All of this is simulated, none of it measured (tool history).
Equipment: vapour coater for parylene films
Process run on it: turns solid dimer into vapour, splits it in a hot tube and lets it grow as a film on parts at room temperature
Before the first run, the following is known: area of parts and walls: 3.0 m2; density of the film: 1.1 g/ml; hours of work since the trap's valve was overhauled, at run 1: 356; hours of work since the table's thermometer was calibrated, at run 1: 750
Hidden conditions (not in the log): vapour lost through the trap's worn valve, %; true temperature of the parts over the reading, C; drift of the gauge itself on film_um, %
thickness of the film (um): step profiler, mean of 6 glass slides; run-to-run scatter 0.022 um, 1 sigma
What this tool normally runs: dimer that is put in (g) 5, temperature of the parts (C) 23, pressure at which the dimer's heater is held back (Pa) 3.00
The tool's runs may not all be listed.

run,hour,dimer that is put in (g),temperature of the parts (C),pressure at which the dimer's heater is held back (Pa),hours of work since the trap's valve was overhauled,hours of work since the table's thermometer was calibrated,thickness of the film (um)
1,0.0,5,23,3.00,356,750,1.10
# hour 81.4: table's thermometer calibrated
2,85.5,5,34,3.00,420,3,0.85
3,127.9,5,23,3.00,452,35,1.05
4,192.8,5,23,3.00,501,84,1.05
5,260.6,5,23,3.00,552,135,1.03
# hour 269.6: trap's valve overhauled
6,318.2,5,23,3.00,37,176,1.19
7,402.4,5,23,3.00,100,239,1.12
8,486.0,5,23,3.00,163,302,1.12
9,556.9,4,23,3.00,217,356,0.86
10,615.4,5,23,3.00,261,400,1.11
11,667.5,5,23,3.00,300,439,1.12
12,740.3,5,23,3.00,355,494,1.12
13,798.4,5,23,3.00,399,538,1.11
14,855.2,5,23,3.00,442,581,1.09
15,939.8,5,23,3.00,506,645,1.02
# hour 1015.2: trap's valve overhauled
16,1026.1,5,23,3.00,8,707,1.14
17,1113.2,5,23,3.00,74,773,1.13
# hour 1162.0: table's thermometer calibrated
18,1200.2,5,29,3.00,139,29,0.97
19,1266.4,4,17,9.59,189,79,0.78
20,1343.9,5,31,3.62,247,137,0.91
21,1427.3,5,31,3.62,310,200,0.88
22,1481.6,5,23,3.20,351,241,1.07
23,1568.3,8,20,8.32,417,307,1.47
24,1646.4,8,20,8.32,476,366,1.42
25,1731.0,8,20,8.32,539,429,1.41
# hour 1757.0: trap's valve overhauled
26,1806.1,5,23,9.43,37,483,0.88
27,1844.8,5,23,9.43,66,512,0.90
28,1913.8,5,23,9.43,118,564,0.90
29,1976.6,5,23,8.67,166,612,0.89
30,2046.1,3,20,8.44,218,664,0.55
31,2097.6,3,23,2.37,257,703,0.72
32,2184.4,3,23,5.25,323,769,0.53
33,2225.8,4,26,3.65,354,800,0.80

Predict each of these 4 candidate next runs independently; none follows another, all start after run 33:
# hour 2239.9: table's thermometer calibrated
A,2287.7,2,33,3.65,400,36,?
# hour 2239.9: table's thermometer calibrated
B,2287.7,3,23,3.57,400,36,?
# hour 2239.9: table's thermometer calibrated
C,2287.7,2,29,3.53,400,36,?
# hour 2239.9: table's thermometer calibrated
D,2287.7,4,26,8.99,400,36,?

run,thickness of the film (um)
A,0.35
B,0.60
C,0.37
D,0.61
Without the tool's hidden state the same runs would have given:
run,thickness of the film (um)
A,0.38
B,0.66
C,0.41
D,0.67

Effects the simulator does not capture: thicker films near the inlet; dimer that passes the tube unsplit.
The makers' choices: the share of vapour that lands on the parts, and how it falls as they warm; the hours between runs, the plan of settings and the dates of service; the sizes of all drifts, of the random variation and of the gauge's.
